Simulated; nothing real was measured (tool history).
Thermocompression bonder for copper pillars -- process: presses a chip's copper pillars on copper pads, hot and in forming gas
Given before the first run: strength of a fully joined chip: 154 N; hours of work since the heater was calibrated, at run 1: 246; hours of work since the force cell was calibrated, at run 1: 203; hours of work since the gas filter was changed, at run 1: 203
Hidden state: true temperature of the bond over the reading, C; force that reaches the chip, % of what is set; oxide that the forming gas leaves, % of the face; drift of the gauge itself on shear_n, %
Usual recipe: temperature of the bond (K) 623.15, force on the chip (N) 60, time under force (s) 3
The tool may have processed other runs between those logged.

run    hour  temperature of the bond (K)  force on the chip (N)  time under force (s)  hours of work since the heater was calibrated  hours of work since the force cell was calibrated  hours of work since the gas filter was changed  force that shears a chip off (N)
  1     0.0                       623.15                     60                     3                                            246                                                203                                             203                              66.2
        5.0  -- forming gas filter changed
  2    53.4                       623.15                     60                     3                                            277                                                233                                              28                              67.1
  3   106.2                       623.15                     60                     3                                            308                                                264                                              59                              66.7
  4   143.6                       623.15                     60                     3                                            329                                                286                                              80                              67.2
  5   196.8                       623.15                     60                     3                                            360                                                316                                             111                              67.3
  6   249.5                       623.15                     60                     3                                            391                                                347                                             142                              67.2
  7   294.8                       623.15                     60                     3                                            417                                                373                                             168                              67.0
  8   328.4                       623.15                     60                     3                                            437                                                393                                             188                              67.1
  9   355.1                       623.15                     60                     3                                            452                                                408                                             203                              67.3
      358.1  -- forming gas filter changed
 10   410.0                       623.15                     60                     3                                            484                                                440                                              30                              67.5
 11   439.5                       623.15                     60                     3                                            501                                                457                                              47                              66.7
 12   482.8                       623.15                     60                     3                                            526                                                482                                              72                              68.1
 13   527.8                       623.15                     60                     3                                            552                                                508                                              98                              67.5
 14   552.5                       623.15                     60                     8                                            566                                                522                                             113                              93.9
 15   595.7                       623.15                     60                     8                                            591                                                548                                             138                              93.9
 16   641.5                       623.15                     60                     3                                            618                                                574                                             164                              67.5
 17   685.9                       617.15                     63                     3                                            644                                                600                                             190                              67.3
      713.4  -- forming gas filter changed
 18   724.5                       617.15                     63                     3                                            666                                                622                                               6                              68.0
 19   762.5                       644.15                     80                     2                                            688                                                644                                              28                              89.9
 20   815.2                       640.15                     43                     3                                            718                                                674                                              59                              55.3
 21   864.9                       640.15                     43                     3                                            747                                                703                                              88                              54.8
 22   889.7                       631.15                     45                     2                                            762                                                718                                             102                              45.7
 23   933.9                       604.15                     67                     6                                            787                                                743                                             128                              82.4
 24   967.3                       623.15                     64                     2                                            807                                                763                                             147                              62.4
 25  1002.9                       629.15                     60                     2                                            827                                                783                                             168                              61.8
     1019.4  -- heater calibrated with a thermocouple chip
 26  1048.6                       629.15                     60                     2                                             17                                                809                                             193                              60.7
     1071.1  -- forming gas filter changed
 27  1077.2                       629.15                     60                     2                                             33                                                825                                               4                              61.8
 28  1126.6                       627.15                     39                     2                                             62                                                854                                              32                              36.7
 29  1170.7                       648.15                     72                     9                                             87                                                879                                              58                             126.4
 30  1222.9                       648.15                     72                     9                                            118                                                910                                              88                             126.4
 31  1254.4                       596.15                     68                     6                                            136                                                928                                             106                              78.1

What if the next run were any one of these 4? Each begins from the tool's condition after run 31:
  A  1296.8                       643.15                     68                     6                                            161                                                952                                             131                                 ?
  B  1296.8                       624.15                     67                     4                                            161                                                952                                             131                                 ?
  C  1296.8                       595.15                     55                     4                                            161                                                952                                             131                                 ?
  D  1296.8                       649.15                     82                     2                                            161                                                952                                             131                                 ?

run  force that shears a chip off (N)
  A                             108.8
  B                              83.6
  C                              54.0
  D                              96.2
What these runs would have given with no unlogged condition in the tool:
run  force that shears a chip off (N)
  A                             106.7
  B                              82.1
  C                              52.9
  D                              94.3
